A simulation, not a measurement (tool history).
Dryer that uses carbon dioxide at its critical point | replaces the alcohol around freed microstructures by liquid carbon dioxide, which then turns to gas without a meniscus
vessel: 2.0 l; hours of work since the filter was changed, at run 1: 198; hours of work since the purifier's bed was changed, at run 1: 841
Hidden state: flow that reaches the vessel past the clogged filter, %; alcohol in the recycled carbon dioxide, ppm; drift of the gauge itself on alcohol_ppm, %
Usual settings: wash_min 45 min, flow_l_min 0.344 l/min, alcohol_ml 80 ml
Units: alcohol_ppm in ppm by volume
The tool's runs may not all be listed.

run,day,wash_min,flow_l_min,alcohol_ml,hours of work since the filter was changed,hours of work since the purifier's bed was changed,alcohol_ppm
1,0,45,0.344,80,198,841,271
2,1.329,45,0.344,80,210,854,287
3,2.904,45,0.344,80,225,869,292
4,4.792,45,0.344,80,243,887,285
5,6.342,45,0.344,38,258,901,255
6,8.338,45,0.477,38,277,920,208
7,10.321,45,0.477,38,296,939,227
8,12.304,45,0.271,38,314,958,379
9,13.788,45,0.271,38,328,972,385
10,16.867,45,0.512,41,358,1001,233
11,18.442,63,0.452,46,373,1016,233
12,21.075,63,0.452,46,398,1041,242
13,23.742,52,0.496,31,423,1067,252
# day 24.817: inlet filter changed
14,25.604,52,0.496,31,8,1084,244
15,28.442,45,0.344,112,34,1111,354
16,30.029,45,0.581,48,49,1126,262
17,31.325,45,0.318,43,62,1138,330
18,34.038,31,0.518,32,88,1164,283

Forecast each of these 4 alternatives for the next run:
A,36.212,62,0.25,42,108,1185,?
B,36.212,72,0.496,20,108,1185,?
C,36.212,46,0.215,35,108,1185,?
D,36.212,31,0.281,92,108,1185,?

run,alcohol_ppm
A,316
B,280
C,595
D,1684
Without the tool's hidden state the same runs would have given:
run,alcohol_ppm
A,48
B,9
C,303
D,1306
